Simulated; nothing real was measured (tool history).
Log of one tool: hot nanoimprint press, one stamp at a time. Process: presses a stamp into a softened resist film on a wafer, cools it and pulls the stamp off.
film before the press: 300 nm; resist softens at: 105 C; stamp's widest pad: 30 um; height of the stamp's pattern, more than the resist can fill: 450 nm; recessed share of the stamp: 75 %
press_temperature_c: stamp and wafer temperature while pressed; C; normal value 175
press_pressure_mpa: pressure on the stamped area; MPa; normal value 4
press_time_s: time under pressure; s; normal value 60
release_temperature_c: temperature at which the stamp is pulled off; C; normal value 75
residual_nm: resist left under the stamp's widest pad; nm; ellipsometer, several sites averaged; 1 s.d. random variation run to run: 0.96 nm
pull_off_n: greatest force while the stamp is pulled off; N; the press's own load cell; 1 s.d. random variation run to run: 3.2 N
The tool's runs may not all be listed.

| run | day | press_temperature_c | press_pressure_mpa | press_time_s | release_temperature_c | residual_nm | pull_off_n |
|---|---|---|---|---|---|---|---|
| 1 | 0 | 175 | 4 | 60 | 75 | 139.8 | 162 |
| 2 | 1.392 | 175 | 4.12 | 60 | 75 | 136.1 | 172 |
| 3 | 2.596 | 175 | 4.12 | 60 | 75 | 138.2 | 174 |
|  | 3.388 | stamp cleaned and given a new release coat |
| 4 | 4.225 | 175 | 4.12 | 60 | 64 | 139.4 | 184 |
| 5 | 5.812 | 175 | 4.12 | 60 | 64 | 139.9 | 191 |
| 6 | 7.504 | 175 | 4 | 60 | 75 | 141.4 | 165 |
| 7 | 9.221 | 175 | 4 | 60 | 75 | 143.1 | 165 |
| 8 | 10.612 | 175 | 4 | 60 | 81 | 144 | 157 |
|  | 11.675 | stamp cleaned and given a new release coat |
| 9 | 11.938 | 177 | 4 | 60 | 81 | 128.8 | 133 |
| 10 | 12.854 | 177 | 4.23 | 60 | 81 | 126.1 | 146 |
| 11 | 14.333 | 177 | 4.23 | 60 | 81 | 127.5 | 141 |
| 12 | 16.021 | 177 | 4.23 | 60 | 81 | 127.4 | 153 |
| 13 | 17.067 | 177 | 4.23 | 60 | 81 | 127.7 | 156 |
| 14 | 18.717 | 182 | 4.23 | 119 | 81 | 74.9 | 155 |
|  | 19.979 | stamp cleaned and given a new release coat |
| 15 | 20.592 | 170 | 4 | 56 | 75 | 192.5 | 157 |
| 16 | 22.433 | 167 | 4 | 44 | 79 | 230.1 | 151 |
| 17 | 23.588 | 167 | 4 | 56 | 79 | 218 | 151 |
| 18 | 25.417 | 186 | 3.35 | 97 | 80 | 74.4 | 155 |
| 19 | 26.433 | 175 | 4 | 73 | 82 | 140.9 | 153 |
|  | 28.283 | stamp cleaned and given a new release coat |
| 20 | 28.492 | 186 | 4 | 101 | 82 | 68.1 | 141 |

Branching from run 20: 3 alternative next runs. What would each branch give?
|  | 29.812 | plate thermocouple calibrated |
| A | 30 | 175 | 4.86 | 60 | 67 | ? | ? |
|  | 29.812 | plate thermocouple calibrated |
| B | 30 | 186 | 3.02 | 66 | 67 | ? | ? |
|  | 29.812 | plate thermocouple calibrated |
| C | 30 | 175 | 4 | 60 | 70 | ? | ? |

| run | residual_nm | pull_off_n |
|---|---|---|
| A | 128.3 | 182 |
| B | 84.8 | 173 |
| C | 139.9 | 169 |
What these runs would have given with no unlogged condition in the tool:
| run | residual_nm | pull_off_n |
|---|---|---|
| A | 125.6 | 176 |
| B | 83.3 | 167 |
| C | 137.3 | 164 |

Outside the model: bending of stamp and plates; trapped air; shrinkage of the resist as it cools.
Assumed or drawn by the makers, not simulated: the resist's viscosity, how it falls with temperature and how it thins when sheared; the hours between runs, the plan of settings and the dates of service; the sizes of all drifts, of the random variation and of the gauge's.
